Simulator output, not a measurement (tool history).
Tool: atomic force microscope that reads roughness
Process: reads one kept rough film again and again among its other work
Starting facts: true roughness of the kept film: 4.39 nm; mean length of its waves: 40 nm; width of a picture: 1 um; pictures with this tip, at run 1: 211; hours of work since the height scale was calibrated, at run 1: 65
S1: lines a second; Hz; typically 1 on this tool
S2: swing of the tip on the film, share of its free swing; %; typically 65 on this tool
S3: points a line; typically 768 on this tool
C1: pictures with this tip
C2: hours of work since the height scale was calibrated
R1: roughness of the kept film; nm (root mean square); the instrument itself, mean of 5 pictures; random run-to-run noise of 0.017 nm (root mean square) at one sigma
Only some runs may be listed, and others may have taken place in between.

run 1 hour=0 | S1=1 S2=65 S3=768 | C1=211 C2=65 | R1=3.894
run 2 hour=6.3 | S1=1 S2=65 S3=768 | C1=218 C2=67 | R1=3.849
run 3 hour=11.1 | S1=1 S2=65 S3=283 | C1=223 C2=69 | R1=3.827
run 4 hour=16.2 | S1=1 S2=65 S3=283 | C1=229 C2=72 | R1=3.816
run 5 hour=23.5 | S1=1 S2=65 S3=283 | C1=237 C2=75 | R1=3.784
run 6 hour=33.7 | S1=1 S2=65 S3=283 | C1=248 C2=80 | R1=3.826
run 7 hour=44.3 | S1=1 S2=65 S3=283 | C1=260 C2=84 | R1=3.802
run 8 hour=50.9 | S1=1 S2=65 S3=768 | C1=267 C2=87 | R1=3.8
run 9 hour=58.4 | S1=1 S2=83 S3=768 | C1=276 C2=91 | R1=3.646
run 10 hour=67.8 | S1=1 S2=83 S3=768 | C1=286 C2=95 | R1=3.587
run 11 hour=72.7 | S1=1.4 S2=83 S3=768 | C1=292 C2=97 | R1=3.5
run 12 hour=80.3 | S1=1.4 S2=83 S3=768 | C1=300 C2=100 | R1=3.481
run 13 hour=91.1 | S1=1.4 S2=83 S3=570 | C1=312 C2=105 | R1=3.495
run 14 hour=101.6 | S1=1.4 S2=83 S3=570 | C1=324 C2=110 | R1=3.466
run 15 hour=109.9 | S1=1 S2=65 S3=768 | C1=333 C2=114 | R1=3.795
run 16 hour=118 | S1=1 S2=65 S3=768 | C1=342 C2=117 | R1=3.781
run 17 hour=125 | S1=0.86 S2=65 S3=994 | C1=350 C2=120 | R1=3.768
run 18 hour=135.7 | S1=0.86 S2=59 S3=632 | C1=362 C2=125 | R1=3.806
run 19 hour=145.5 | S1=0.86 S2=62 S3=1012 | C1=373 C2=129 | R1=3.75
run 20 hour=154.3 | S1=1 S2=65 S3=480 | C1=383 C2=133 | R1=3.733
-- hour=156.2 height scale calibrated on a step standard
run 21 hour=162 | S1=1 S2=67 S3=480 | C1=391 C2=3 | R1=3.714
-- hour=169.2 new tip fitted
run 22 hour=172.5 | S1=1 S2=63 S3=480 | C1=4 C2=7 | R1=4.023
-- hour=174.2 height scale calibrated on a step standard, once more
run 23 hour=182 | S1=0.7 S2=79 S3=273 | C1=13 C2=3 | R1=3.919
run 24 hour=189.8 | S1=2.89 S2=61 S3=768 | C1=22 C2=7 | R1=3.844
run 25 hour=194.2 | S1=1.29 S2=90 S3=309 | C1=27 C2=9 | R1=3.571
run 26 hour=204.6 | S1=0.82 S2=57 S3=290 | C1=38 C2=14 | R1=4.032
run 27 hour=210.5 | S1=0.82 S2=57 S3=290 | C1=45 C2=16 | R1=4.043
run 28 hour=221.2 | S1=1 S2=76 S3=489 | C1=57 C2=21 | R1=3.876
run 29 hour=228.5 | S1=1 S2=68 S3=317 | C1=65 C2=24 | R1=3.91
run 30 hour=234.6 | S1=0.64 S2=58 S3=317 | C1=72 C2=27 | R1=3.999
run 31 hour=241.6 | S1=0.64 S2=58 S3=317 | C1=80 C2=30 | R1=4.019

Branching from run 31: 3 alternative next runs. What would each branch give?
run A hour=250.9 | S1=1 S2=68 S3=768 | C1=90 C2=34 | R1=?
run B hour=250.9 | S1=1.28 S2=65 S3=768 | C1=90 C2=34 | R1=?
run C hour=250.9 | S1=0.7 S2=65 S3=768 | C1=90 C2=34 | R1=?

run=A R1=3.927
run=B R1=3.912
run=C R1=3.98
Had the tool no hidden state, the same runs would have come out as:
run=A R1=4.004
run=B R1=3.989
run=C R1=4.058

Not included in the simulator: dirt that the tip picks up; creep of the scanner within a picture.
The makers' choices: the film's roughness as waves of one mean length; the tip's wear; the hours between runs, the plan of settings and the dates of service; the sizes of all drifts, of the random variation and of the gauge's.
